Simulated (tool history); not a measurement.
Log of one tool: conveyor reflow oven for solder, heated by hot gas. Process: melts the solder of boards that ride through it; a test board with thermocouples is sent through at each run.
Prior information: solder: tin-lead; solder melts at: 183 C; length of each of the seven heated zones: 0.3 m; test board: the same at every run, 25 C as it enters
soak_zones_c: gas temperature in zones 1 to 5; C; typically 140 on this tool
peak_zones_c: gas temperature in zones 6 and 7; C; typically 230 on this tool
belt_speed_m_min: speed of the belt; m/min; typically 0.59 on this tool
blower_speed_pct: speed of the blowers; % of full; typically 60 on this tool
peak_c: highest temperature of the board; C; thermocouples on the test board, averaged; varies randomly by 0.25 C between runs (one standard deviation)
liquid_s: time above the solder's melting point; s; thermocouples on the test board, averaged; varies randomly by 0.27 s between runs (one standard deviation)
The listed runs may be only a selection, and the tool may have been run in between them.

| run | day | soak_zones_c | peak_zones_c | belt_speed_m_min | blower_speed_pct | peak_c | liquid_s |
|---|---|---|---|---|---|---|---|
| 1 | 0 | 140 | 230 | 0.59 | 60 | 206.2 | 37.1 |
| 2 | 1.225 | 140 | 230 | 0.59 | 60 | 206.2 | 37.3 |
| 3 | 2.638 | 140 | 230 | 0.591 | 60 | 205.9 | 36.4 |
| 4 | 3.988 | 140 | 230 | 0.591 | 60 | 205.4 | 36.5 |
| 5 | 4.692 | 140 | 230 | 0.591 | 60 | 205.7 | 36.4 |
| 6 | 5.442 | 140 | 230 | 0.591 | 60 | 205.5 | 36.2 |
| 7 | 6.6 | 140 | 230 | 0.59 | 60 | 205.1 | 36.5 |
| 8 | 8.333 | 140 | 230 | 0.59 | 60 | 204.9 | 36 |
| 9 | 9.346 | 140 | 230 | 0.59 | 60 | 204.8 | 35.8 |
| 10 | 10.183 | 140 | 230 | 0.59 | 60 | 204.7 | 35.2 |
| 11 | 11.829 | 140 | 230 | 0.59 | 60 | 204.5 | 35.1 |
| 12 | 13.462 | 140 | 230 | 0.59 | 60 | 204.6 | 35.2 |
|  | 14.025 | flux residue cleaned out of gas plates and filters |
| 13 | 15.217 | 132 | 230 | 0.59 | 60 | 204.6 | 33.7 |
| 14 | 16.396 | 132 | 230 | 0.59 | 60 | 203.8 | 33.3 |
| 15 | 17.121 | 132 | 230 | 0.59 | 60 | 203.7 | 32.9 |
| 16 | 18.5 | 127 | 230 | 0.59 | 60 | 202.6 | 30.1 |
| 17 | 20.138 | 127 | 230 | 0.595 | 63 | 202.8 | 30.3 |
| 18 | 21.121 | 139 | 230 | 0.59 | 60 | 204.9 | 35.7 |
| 19 | 22.846 | 128 | 225 | 0.491 | 87 | 209.2 | 47.1 |
| 20 | 23.779 | 128 | 225 | 0.683 | 87 | 197.7 | 21.2 |
| 21 | 24.912 | 140 | 243 | 0.59 | 85 | 219.6 | 48.3 |
| 22 | 25.612 | 140 | 243 | 0.59 | 85 | 220 | 47.9 |
| 23 | 26.933 | 145 | 225 | 0.54 | 53 | 203.8 | 40.1 |
| 24 | 28.138 | 145 | 225 | 0.54 | 53 | 203.9 | 39.8 |
| 25 | 29.071 | 145 | 230 | 0.65 | 53 | 200.7 | 28.5 |
| 26 | 29.846 | 145 | 230 | 0.65 | 53 | 200.6 | 28.1 |
| 27 | 31.554 | 145 | 230 | 0.65 | 53 | 200.1 | 27.6 |
| 28 | 32.492 | 145 | 230 | 0.65 | 53 | 200.1 | 27.9 |
|  | 32.954 | flux residue cleaned out of gas plates and filters |
| 29 | 34.162 | 140 | 230 | 0.628 | 60 | 204 | 32.2 |
| 30 | 35.679 | 140 | 230 | 0.628 | 60 | 203.4 | 32.1 |

Each run again, without the hidden state but with its own random variation kept:
The tool's hidden condition here consists of: heat that the gas passes to the board, % of a clean oven's; belt's true speed, % of the reading; true gas temperature in zones 6 and 7 over the reading, C; drift of the gauge itself on peak_c, C; drift of the gauge itself on liquid_s, %.
| run | peak_c | liquid_s |
|---|---|---|
| 1 | 206.9 | 37.3 |
| 2 | 207 | 37.7 |
| 3 | 206.9 | 36.9 |
| 4 | 206.7 | 37.2 |
| 5 | 207 | 37.2 |
| 6 | 206.9 | 37.2 |
| 7 | 206.7 | 37.6 |
| 8 | 206.7 | 37.4 |
| 9 | 206.7 | 37.3 |
| 10 | 206.8 | 36.9 |
| 11 | 206.8 | 37 |
| 12 | 207.1 | 37.4 |
| 13 | 205.2 | 33.7 |
| 14 | 204.6 | 33.5 |
| 15 | 204.6 | 33.2 |
| 16 | 203.7 | 30.7 |
| 17 | 204.2 | 31.2 |
| 18 | 206.4 | 36.5 |
| 19 | 211 | 48.1 |
| 20 | 199.8 | 23.1 |
| 21 | 221.9 | 48.9 |
| 22 | 222.3 | 48.6 |
| 23 | 205.8 | 41.7 |
| 24 | 206.1 | 41.5 |
| 25 | 203.1 | 30.6 |
| 26 | 203.1 | 30.4 |
| 27 | 202.8 | 30.1 |
| 28 | 202.9 | 30.5 |
| 29 | 204.9 | 32.4 |
| 30 | 204.6 | 32.5 |
